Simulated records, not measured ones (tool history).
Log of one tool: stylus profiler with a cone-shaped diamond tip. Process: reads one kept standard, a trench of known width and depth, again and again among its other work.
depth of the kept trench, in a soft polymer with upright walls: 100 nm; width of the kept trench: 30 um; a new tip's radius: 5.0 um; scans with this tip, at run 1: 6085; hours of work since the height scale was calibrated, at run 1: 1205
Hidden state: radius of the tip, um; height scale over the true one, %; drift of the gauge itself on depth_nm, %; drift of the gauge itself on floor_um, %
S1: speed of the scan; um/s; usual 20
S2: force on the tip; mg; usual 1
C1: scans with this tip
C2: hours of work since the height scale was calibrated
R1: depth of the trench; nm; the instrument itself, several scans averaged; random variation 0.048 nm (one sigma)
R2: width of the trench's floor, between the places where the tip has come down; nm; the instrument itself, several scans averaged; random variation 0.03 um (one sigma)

run	hour	S1	S2	C1	C2	R1	R2
1	0	20	1	6085	1205	100.59	27880
2	63.5	20	1	6289	1246	100.74	27930
3	104.5	20	1	6421	1272	100.68	27900
4	176.7	20	1	6654	1318	100.64	27920
5	250.7	20	1	6892	1365	100.65	27940
6	282.5	20	1	6995	1386	100.66	27920
7	343.1	20	1	7190	1424	100.73	27970
8	415	61	1	7422	1470	100.62	27860
9	476.7	20	1	7621	1510	100.63	27970
10	519.7	20	1	7759	1537	100.62	27910
11	576.6	20	1	7942	1573	100.73	27960
12	615.6	20	1	8068	1598	100.62	28000
13	677	20	1	8266	1638	100.59	27940
14	748.8	20	1	8497	1683	100.65	27920
15	795.5	17	1.35	8648	1713	100.83	27970
16	866.5	62	1.35	8876	1758	100.78	27840
17	899.1	62	1.35	8981	1779	100.76	27830
18	941.4	62	1.35	9118	1806	100.82	27800
19	980.4	62	1.35	9243	1831	100.8	27840
20	1026.3	6	1.12	9391	1860	100.72	28000
21	1091.8	30	2.32	9602	1902	101.19	27910
22	1156.9	43	2.26	9812	1944	101.15	27930
23	1209.8	16	0.69	9983	1978	100.54	27890
24	1282.1	7	1.26	10215	2024	100.75	27940
25	1339.4	7	1.26	10400	2060	100.79	28000
26	1414.4	14	0.37	10642	2108	100.36	27920
27	1470.8	7	1.22	10823	2144	100.75	28030

Forecast each of these 4 alternatives for the next run:
A	1505.6	22	1.84	10935	2166	?	?
B	1505.6	6	0.34	10935	2166	?	?
C	1505.6	14	0.72	10935	2166	?	?
D	1505.6	50	0.56	10935	2166	?	?

run	R1	R2
A	100.97	27930
B	100.35	27970
C	100.53	27900
D	100.47	27750
Without the tool's hidden state the same runs would have given:
run	R1	R2
A	100.98	27940
B	100.35	27980
C	100.54	27910
D	100.48	27760
